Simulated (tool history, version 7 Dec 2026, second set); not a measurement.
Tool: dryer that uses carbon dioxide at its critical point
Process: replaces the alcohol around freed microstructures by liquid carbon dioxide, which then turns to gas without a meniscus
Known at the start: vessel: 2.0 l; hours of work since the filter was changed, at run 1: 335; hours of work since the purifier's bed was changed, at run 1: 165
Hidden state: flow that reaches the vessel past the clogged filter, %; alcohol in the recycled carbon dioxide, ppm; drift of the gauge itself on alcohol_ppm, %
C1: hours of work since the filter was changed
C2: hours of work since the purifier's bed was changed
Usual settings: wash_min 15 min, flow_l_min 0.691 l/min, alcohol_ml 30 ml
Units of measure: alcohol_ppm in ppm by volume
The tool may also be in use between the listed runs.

{"run": 1, "hour": 0.0, "wash_min": 15, "flow_l_min": 0.691, "alcohol_ml": 30, "C1": 335, "C2": 165, "alcohol_ppm": 303}
{"run": 2, "hour": 16.1, "wash_min": 15, "flow_l_min": 0.691, "alcohol_ml": 30, "C1": 342, "C2": 172, "alcohol_ppm": 298}
{"run": 3, "hour": 38.3, "wash_min": 15, "flow_l_min": 0.691, "alcohol_ml": 30, "C1": 352, "C2": 182, "alcohol_ppm": 311}
{"run": 4, "hour": 61.8, "wash_min": 20, "flow_l_min": 0.691, "alcohol_ml": 30, "C1": 363, "C2": 193, "alcohol_ppm": 142}
{"run": 5, "hour": 80.3, "wash_min": 20, "flow_l_min": 0.691, "alcohol_ml": 30, "C1": 372, "C2": 202, "alcohol_ppm": 156}
{"run": 6, "hour": 95.9, "wash_min": 11, "flow_l_min": 1.072, "alcohol_ml": 45, "C1": 379, "C2": 209, "alcohol_ppm": 291}
{"run": 7, "hour": 117.8, "wash_min": 11, "flow_l_min": 1.009, "alcohol_ml": 25, "C1": 389, "C2": 219, "alcohol_ppm": 247}
{"run": 8, "hour": 133.5, "wash_min": 10, "flow_l_min": 0.691, "alcohol_ml": 91, "C1": 397, "C2": 227, "alcohol_ppm": 3047}
{"run": 9, "hour": 150.2, "wash_min": 10, "flow_l_min": 0.691, "alcohol_ml": 91, "C1": 404, "C2": 234, "alcohol_ppm": 3120}
{"hour": 165.1, "done": "inlet filter changed"}
{"run": 10, "hour": 171.8, "wash_min": 18, "flow_l_min": 0.702, "alcohol_ml": 96, "C1": 3, "C2": 244, "alcohol_ppm": 251}

Here are 3 independent what-if runs from the current tool condition. What would each one return?
{"run": "A", "hour": 195.0, "wash_min": 16, "flow_l_min": 1.052, "alcohol_ml": 51, "C1": 14, "C2": 255, "alcohol_ppm": "?"}
{"run": "B", "hour": 195.0, "wash_min": 15, "flow_l_min": 0.691, "alcohol_ml": 25, "C1": 14, "C2": 255, "alcohol_ppm": "?"}
{"run": "C", "hour": 195.0, "wash_min": 18, "flow_l_min": 0.702, "alcohol_ml": 118, "C1": 14, "C2": 255, "alcohol_ppm": "?"}

run=A alcohol_ppm=127
run=B alcohol_ppm=225
run=C alcohol_ppm=295
With no hidden state in the tool, these same runs would have given:
run=A alcohol_ppm=16
run=B alcohol_ppm=112
run=C alcohol_ppm=177
